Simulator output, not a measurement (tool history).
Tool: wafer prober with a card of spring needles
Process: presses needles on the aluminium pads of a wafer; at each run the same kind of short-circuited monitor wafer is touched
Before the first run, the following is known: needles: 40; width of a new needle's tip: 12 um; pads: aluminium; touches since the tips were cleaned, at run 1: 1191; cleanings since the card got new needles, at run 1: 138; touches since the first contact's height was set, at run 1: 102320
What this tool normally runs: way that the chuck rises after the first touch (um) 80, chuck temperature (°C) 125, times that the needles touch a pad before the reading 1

| run | day | way that the chuck rises after the first touch (um) | chuck temperature (°C) | times that the needles touch a pad before the reading | touches since the tips were cleaned | cleanings since the card got new needles | touches since the first contact's height was set | resistance of one needle with its contact and lead (mohm) | way that a needle slides on the pad (um) |
|---|---|---|---|---|---|---|---|---|---|
| 1 | 0.000 | 80 | 125 | 1 | 1191 | 138 | 102320 | 133 | 14.27 |
|  | 0.221 | tips cleaned on abrasive film |
|  | 0.583 | tips cleaned on abrasive film |
|  | 0.950 | tips cleaned on abrasive film |
| 2 | 1.162 | 80 | 125 | 1 | 1920 | 141 | 112668 | 140 | 14.29 |
|  | 1.308 | tips cleaned on abrasive film |
|  | 1.671 | tips cleaned on abrasive film |
|  | 1.967 | tips cleaned on abrasive film |
| 3 | 2.017 | 80 | 125 | 1 | 452 | 144 | 120229 | 123 | 14.21 |
|  | 2.304 | tips cleaned on abrasive film |
|  | 2.596 | tips cleaned on abrasive film |
|  | 2.962 | tips cleaned on abrasive film |
|  | 3.325 | tips cleaned on abrasive film |
| 4 | 3.371 | 80 | 125 | 1 | 428 | 148 | 132289 | 121 | 14.08 |
|  | 3.667 | tips cleaned on abrasive film |
|  | 4.029 | tips cleaned on abrasive film |
|  | 4.396 | tips cleaned on abrasive film |
|  | 4.758 | tips cleaned on abrasive film |
| 5 | 4.808 | 80 | 125 | 1 | 457 | 152 | 145062 | 118 | 14.15 |
|  | 5.100 | tips cleaned on abrasive film |
|  | 5.458 | tips cleaned on abrasive film |
|  | 5.754 | tips cleaned on abrasive film |
|  | 6.117 | tips cleaned on abrasive film |
| 6 | 6.133 | 80 | 125 | 1 | 158 | 156 | 156837 | 120 | 14.09 |
|  | 6.425 | tips cleaned on abrasive film |
|  | 6.792 | tips cleaned on abrasive film |
|  | 7.154 | tips cleaned on abrasive film |
| 7 | 7.167 | 80 | 125 | 1 | 124 | 159 | 166031 | 117 | 13.94 |
|  | 7.254 | height of the first contact set anew |
|  | 7.475 | tips cleaned on abrasive film |
|  | 7.838 | tips cleaned on abrasive film |
|  | 8.200 | tips cleaned on abrasive film |
|  | 8.492 | tips cleaned on abrasive film |
| 8 | 8.508 | 80 | 28 | 1 | 143 | 163 | 11140 | 107 | 14.62 |
|  | 8.800 | tips cleaned on abrasive film |
|  | 9.092 | tips cleaned on abrasive film |
|  | 9.454 | tips cleaned on abrasive film |
|  | 9.750 | tips cleaned on abrasive film |
|  | 10.112 | tips cleaned on abrasive film |
| 9 | 10.175 | 80 | 28 | 1 | 556 | 168 | 25945 | 113 | 14.60 |
|  | 10.467 | tips cleaned on abrasive film |
|  | 10.829 | tips cleaned on abrasive film |
|  | 11.196 | tips cleaned on abrasive film |
|  | 11.558 | tips cleaned on abrasive film |
| 10 | 11.808 | 80 | 28 | 1 | 2267 | 172 | 40510 | 134 | 14.59 |
|  | 11.888 | tips cleaned on abrasive film |
|  | 12.250 | tips cleaned on abrasive film |
| 11 | 12.529 | 80 | 28 | 1 | 2498 | 174 | 46897 | 136 | 14.48 |
|  | 12.604 | tips cleaned on abrasive film |
|  | 12.967 | tips cleaned on abrasive film |
|  | 13.262 | tips cleaned on abrasive film |
|  | 13.625 | tips cleaned on abrasive film |
|  | 13.988 | tips cleaned on abrasive film |
| 12 | 14.012 | 80 | 28 | 1 | 234 | 179 | 60078 | 110 | 14.43 |
|  | 14.304 | tips cleaned on abrasive film |
|  | 14.671 | tips cleaned on abrasive film |
|  | 15.033 | tips cleaned on abrasive film |
| 13 | 15.083 | 80 | 28 | 1 | 428 | 182 | 69582 | 115 | 14.39 |
|  | 15.371 | tips cleaned on abrasive film |
|  | 15.733 | tips cleaned on abrasive film |
|  | 16.096 | tips cleaned on abrasive film |
| 14 | 16.354 | 98 | 125 | 1 | 2297 | 185 | 80896 | 130 | 17.63 |
|  | 16.425 | tips cleaned on abrasive film |
|  | 16.792 | tips cleaned on abrasive film |
|  | 17.154 | tips cleaned on abrasive film |
|  | 17.446 | tips cleaned on abrasive film |
|  | 17.758 | tips cleaned on abrasive film |
| 15 | 17.758 | 98 | 35 | 1 | 0 | 190 | 93347 | 102 | 17.66 |
|  | 18.112 | tips cleaned on abrasive film |
|  | 18.479 | tips cleaned on abrasive film |
| 16 | 18.592 | 86 | 57 | 2 | 1003 | 192 | 100767 | 113 | 15.46 |

Run 17 has not been measured yet. What should we expect?
|  | 18.812 | tips cleaned on abrasive film |
|  | 19.171 | tips cleaned on abrasive film |
| 17 | 19.454 | 86 | 57 | 2 | 2568 | 194 | 108483 | ? | ? |

Run 17 produced resistance of one needle with its contact and lead (mohm) 127, way that a needle slides on the pad (um) 15.33.
The same run, on a tool lacking any hidden state, would have yielded resistance of one needle with its contact and lead (mohm) 103, way that a needle slides on the pad (um) 15.81.

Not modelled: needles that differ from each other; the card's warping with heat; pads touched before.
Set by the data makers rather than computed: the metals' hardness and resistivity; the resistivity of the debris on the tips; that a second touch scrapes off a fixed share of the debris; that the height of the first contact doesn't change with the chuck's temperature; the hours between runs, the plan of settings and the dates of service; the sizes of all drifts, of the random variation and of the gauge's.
